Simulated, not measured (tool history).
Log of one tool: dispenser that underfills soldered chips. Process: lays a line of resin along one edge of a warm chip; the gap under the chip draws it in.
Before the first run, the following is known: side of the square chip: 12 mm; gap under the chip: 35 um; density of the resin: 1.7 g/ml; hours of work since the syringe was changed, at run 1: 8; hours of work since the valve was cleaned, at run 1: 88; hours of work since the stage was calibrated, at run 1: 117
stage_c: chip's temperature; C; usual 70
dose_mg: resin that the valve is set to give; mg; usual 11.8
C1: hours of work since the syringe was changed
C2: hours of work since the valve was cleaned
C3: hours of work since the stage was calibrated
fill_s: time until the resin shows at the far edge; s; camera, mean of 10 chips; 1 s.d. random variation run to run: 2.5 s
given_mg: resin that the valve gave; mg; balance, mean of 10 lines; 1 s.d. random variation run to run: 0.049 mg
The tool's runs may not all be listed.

run 1 hour=0.0 | stage_c=70 dose_mg=11.8 | C1=8 C2=88 C3=117 | fill_s=507.6 given_mg=11.27
-- hour=1.2 new syringe of resin
run 2 hour=3.2 | stage_c=70 dose_mg=11.8 | C1=1 C2=90 C3=119 | fill_s=302.5 given_mg=11.26
run 3 hour=7.1 | stage_c=77 dose_mg=11.8 | C1=4 C2=92 C3=121 | fill_s=263.1 given_mg=11.24
run 4 hour=10.8 | stage_c=80 dose_mg=11.8 | C1=7 C2=95 C3=124 | fill_s=282.4 given_mg=11.17
-- hour=12.9 dispensing valve cleaned and set on the balance
-- hour=14.8 new syringe of resin
run 5 hour=18.4 | stage_c=80 dose_mg=11.8 | C1=2 C2=4 C3=128 | fill_s=197.7 given_mg=11.86
run 6 hour=23.0 | stage_c=70 dose_mg=14.6 | C1=6 C2=7 C3=131 | fill_s=419.6 given_mg=14.62
-- hour=27.5 new syringe of resin
run 7 hour=29.5 | stage_c=62 dose_mg=11.8 | C1=1 C2=11 C3=136 | fill_s=461.3 given_mg=11.77
run 8 hour=35.0 | stage_c=62 dose_mg=11.8 | C1=5 C2=15 C3=140 | fill_s=640.5 given_mg=11.75
-- hour=39.9 new syringe of resin
run 9 hour=41.5 | stage_c=62 dose_mg=11.8 | C1=1 C2=19 C3=144 | fill_s=459.1 given_mg=11.65
run 10 hour=45.5 | stage_c=62 dose_mg=11.8 | C1=4 C2=22 C3=147 | fill_s=574.7 given_mg=11.67
run 11 hour=48.7 | stage_c=56 dose_mg=11.8 | C1=6 C2=24 C3=149 | fill_s=965.2 given_mg=11.62
-- hour=52.3 new syringe of resin
run 12 hour=54.9 | stage_c=70 dose_mg=13.3 | C1=2 C2=28 C3=153 | fill_s=302.0 given_mg=13.05
run 13 hour=58.5 | stage_c=70 dose_mg=14.7 | C1=4 C2=31 C3=156 | fill_s=371.7 given_mg=14.48
run 14 hour=62.8 | stage_c=70 dose_mg=11.8 | C1=7 C2=34 C3=159 | fill_s=502.3 given_mg=11.53
-- hour=64.9 new syringe of resin
run 15 hour=66.1 | stage_c=70 dose_mg=11.8 | C1=1 C2=36 C3=161 | fill_s=297.9 given_mg=11.59
run 16 hour=71.8 | stage_c=70 dose_mg=14.3 | C1=5 C2=40 C3=165 | fill_s=390.1 given_mg=14.02
-- hour=77.5 new syringe of resin
run 17 hour=78.3 | stage_c=70 dose_mg=14.3 | C1=1 C2=44 C3=169 | fill_s=273.2 given_mg=14.06
run 18 hour=84.2 | stage_c=69 dose_mg=11.8 | C1=5 C2=48 C3=173 | fill_s=419.3 given_mg=11.53
run 19 hour=87.2 | stage_c=63 dose_mg=10.3 | C1=7 C2=50 C3=175 | fill_s=724.9 given_mg=10.06
-- hour=89.9 new syringe of resin
run 20 hour=93.3 | stage_c=75 dose_mg=11.0 | C1=2 C2=54 C3=179 | fill_s=253.9 given_mg=10.64
run 21 hour=97.6 | stage_c=60 dose_mg=10.0 | C1=5 C2=58 C3=182 | fill_s=787.2 given_mg=9.75
run 22 hour=101.5 | stage_c=66 dose_mg=10.2 | C1=8 C2=60 C3=185 | fill_s=694.8 given_mg=9.91
-- hour=102.4 new syringe of resin
run 23 hour=105.8 | stage_c=61 dose_mg=12.0 | C1=2 C2=63 C3=188 | fill_s=541.8 given_mg=11.66
run 24 hour=110.0 | stage_c=73 dose_mg=11.8 | C1=5 C2=66 C3=191 | fill_s=357.7 given_mg=11.42
run 25 hour=113.8 | stage_c=60 dose_mg=14.4 | C1=8 C2=69 C3=193 | fill_s=891.4 given_mg=13.90
-- hour=115.0 new syringe of resin
run 26 hour=120.0 | stage_c=70 dose_mg=12.9 | C1=4 C2=73 C3=197 | fill_s=372.5 given_mg=12.41
run 27 hour=124.3 | stage_c=62 dose_mg=11.8 | C1=7 C2=76 C3=200 | fill_s=756.1 given_mg=11.33
-- hour=127.6 new syringe of resin
run 28 hour=129.0 | stage_c=59 dose_mg=12.2 | C1=1 C2=79 C3=203 | fill_s=537.3 given_mg=11.65
run 29 hour=132.2 | stage_c=66 dose_mg=11.6 | C1=3 C2=81 C3=206 | fill_s=453.9 given_mg=11.16
run 30 hour=137.3 | stage_c=79 dose_mg=12.6 | C1=7 C2=84 C3=209 | fill_s=310.9 given_mg=12.17
-- hour=140.0 new syringe of resin
run 31 hour=143.4 | stage_c=61 dose_mg=11.8 | C1=2 C2=88 C3=213 | fill_s=542.8 given_mg=11.25
run 32 hour=145.9 | stage_c=60 dose_mg=13.1 | C1=4 C2=90 C3=215 | fill_s=661.8 given_mg=12.44
run 33 hour=149.4 | stage_c=70 dose_mg=10.1 | C1=7 C2=93 C3=217 | fill_s=511.8 given_mg=9.58
-- hour=152.6 new syringe of resin
-- hour=155.3 dispensing valve cleaned and set on the balance
run 34 hour=155.3 | stage_c=65 dose_mg=10.1 | C1=1 C2=0 C3=220 | fill_s=405.1 given_mg=10.22
run 35 hour=159.6 | stage_c=63 dose_mg=11.9 | C1=4 C2=3 C3=223 | fill_s=558.7 given_mg=11.95

How would selected steps in fill_s from run to run divide? Give the signed amount a tool lacking its hidden state would still show from settings, what came in and random variation, and the signed amount left for the hidden state, including any gauge scatter that is not in both of the compared results.
Hidden state present: resin's viscosity, % of fresh resin's; dose that the valve gives, % of what is set; true chip temperature over the reading, C; drift of the gauge itself on fill_s, %; drift of the gauge itself on given_mg, %.
Run 11 -> 12: stage_c 56 -> 70, dose_mg 11.8 -> 13.3, new syringe of resin. fill_s -663.2 s: hidden state -371.2, all else -292.0.
Run 20 -> 21: stage_c 75 -> 60, dose_mg 11.0 -> 10.0. fill_s +533.3 s: hidden state +266.8, all else +266.5.
Run 24 -> 25: stage_c 73 -> 60, dose_mg 11.8 -> 14.4. fill_s +533.7 s: hidden state +321.6, all else +212.1.
Run 25 -> 26: stage_c 60 -> 70, dose_mg 14.4 -> 12.9, new syringe of resin. fill_s -518.9 s: hidden state -343.5, all else -175.4.

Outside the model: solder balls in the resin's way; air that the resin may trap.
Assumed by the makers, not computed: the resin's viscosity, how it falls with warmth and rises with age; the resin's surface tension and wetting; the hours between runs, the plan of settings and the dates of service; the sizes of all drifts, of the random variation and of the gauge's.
